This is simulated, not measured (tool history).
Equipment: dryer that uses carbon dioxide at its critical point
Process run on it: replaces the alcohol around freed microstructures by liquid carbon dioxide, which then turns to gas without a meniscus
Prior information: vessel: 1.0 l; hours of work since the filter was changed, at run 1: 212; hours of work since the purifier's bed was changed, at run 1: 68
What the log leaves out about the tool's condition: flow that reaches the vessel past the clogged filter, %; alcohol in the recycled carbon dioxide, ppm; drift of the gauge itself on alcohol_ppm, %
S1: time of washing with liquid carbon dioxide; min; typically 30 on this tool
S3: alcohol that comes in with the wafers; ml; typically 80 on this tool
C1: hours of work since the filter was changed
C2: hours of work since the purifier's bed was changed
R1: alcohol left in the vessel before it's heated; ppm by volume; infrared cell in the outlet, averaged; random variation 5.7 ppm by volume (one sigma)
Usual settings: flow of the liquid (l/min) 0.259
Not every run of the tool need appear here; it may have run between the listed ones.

{"run": 1, "day": 0.0, "S1": 30, "flow of the liquid (l/min)": 0.259, "S3": 80, "C1": 212, "C2": 68, "R1": 301}
{"day": 0.625, "done": "inlet filter changed"}
{"run": 2, "day": 0.775, "S1": 23, "flow of the liquid (l/min)": 0.259, "S3": 80, "C1": 2, "C2": 76, "R1": 748}
{"run": 3, "day": 1.696, "S1": 23, "flow of the liquid (l/min)": 0.259, "S3": 80, "C1": 11, "C2": 86, "R1": 754}
{"run": 4, "day": 2.571, "S1": 23, "flow of the liquid (l/min)": 0.259, "S3": 80, "C1": 20, "C2": 95, "R1": 790}
{"run": 5, "day": 3.533, "S1": 23, "flow of the liquid (l/min)": 0.259, "S3": 80, "C1": 31, "C2": 105, "R1": 782}
{"run": 6, "day": 4.2, "S1": 23, "flow of the liquid (l/min)": 0.394, "S3": 80, "C1": 38, "C2": 112, "R1": 89}
{"run": 7, "day": 5.258, "S1": 30, "flow of the liquid (l/min)": 0.263, "S3": 80, "C1": 49, "C2": 123, "R1": 205}
{"run": 8, "day": 6.154, "S1": 30, "flow of the liquid (l/min)": 0.259, "S3": 80, "C1": 58, "C2": 133, "R1": 233}
{"run": 9, "day": 7.367, "S1": 30, "flow of the liquid (l/min)": 0.259, "S3": 80, "C1": 71, "C2": 145, "R1": 235}
{"run": 10, "day": 8.05, "S1": 30, "flow of the liquid (l/min)": 0.259, "S3": 80, "C1": 78, "C2": 152, "R1": 245}
{"run": 11, "day": 9.25, "S1": 30, "flow of the liquid (l/min)": 0.425, "S3": 82, "C1": 91, "C2": 165, "R1": 47}
{"run": 12, "day": 10.333, "S1": 30, "flow of the liquid (l/min)": 0.425, "S3": 82, "C1": 102, "C2": 176, "R1": 47}
{"run": 13, "day": 11.242, "S1": 40, "flow of the liquid (l/min)": 0.161, "S3": 80, "C1": 111, "C2": 186, "R1": 754}
{"run": 14, "day": 11.788, "S1": 40, "flow of the liquid (l/min)": 0.161, "S3": 80, "C1": 117, "C2": 192, "R1": 774}
{"run": 15, "day": 12.325, "S1": 26, "flow of the liquid (l/min)": 0.247, "S3": 27, "C1": 123, "C2": 197, "R1": 257}
{"run": 16, "day": 13.104, "S1": 26, "flow of the liquid (l/min)": 0.247, "S3": 27, "C1": 131, "C2": 206, "R1": 257}
{"run": 17, "day": 13.908, "S1": 26, "flow of the liquid (l/min)": 0.364, "S3": 85, "C1": 139, "C2": 214, "R1": 113}

Consider 3 possible next runs. They are alternatives, not a sequence: every one starts from the tool as it was left by run 17. What does each give?
{"run": "A", "day": 14.525, "S1": 28, "flow of the liquid (l/min)": 0.339, "S3": 52, "C1": 146, "C2": 220, "R1": "?"}
{"run": "B", "day": 14.525, "S1": 21, "flow of the liquid (l/min)": 0.241, "S3": 85, "C1": 146, "C2": 220, "R1": "?"}
{"run": "C", "day": 14.525, "S1": 27, "flow of the liquid (l/min)": 0.356, "S3": 103, "C1": 146, "C2": 220, "R1": "?"}

run=A R1=77
run=B R1=2034
run=C R1=107
With the hidden condition removed and each run's random variation left untouched, the same runs would have given:
run=A R1=21
run=B R1=1598
run=C R1=42

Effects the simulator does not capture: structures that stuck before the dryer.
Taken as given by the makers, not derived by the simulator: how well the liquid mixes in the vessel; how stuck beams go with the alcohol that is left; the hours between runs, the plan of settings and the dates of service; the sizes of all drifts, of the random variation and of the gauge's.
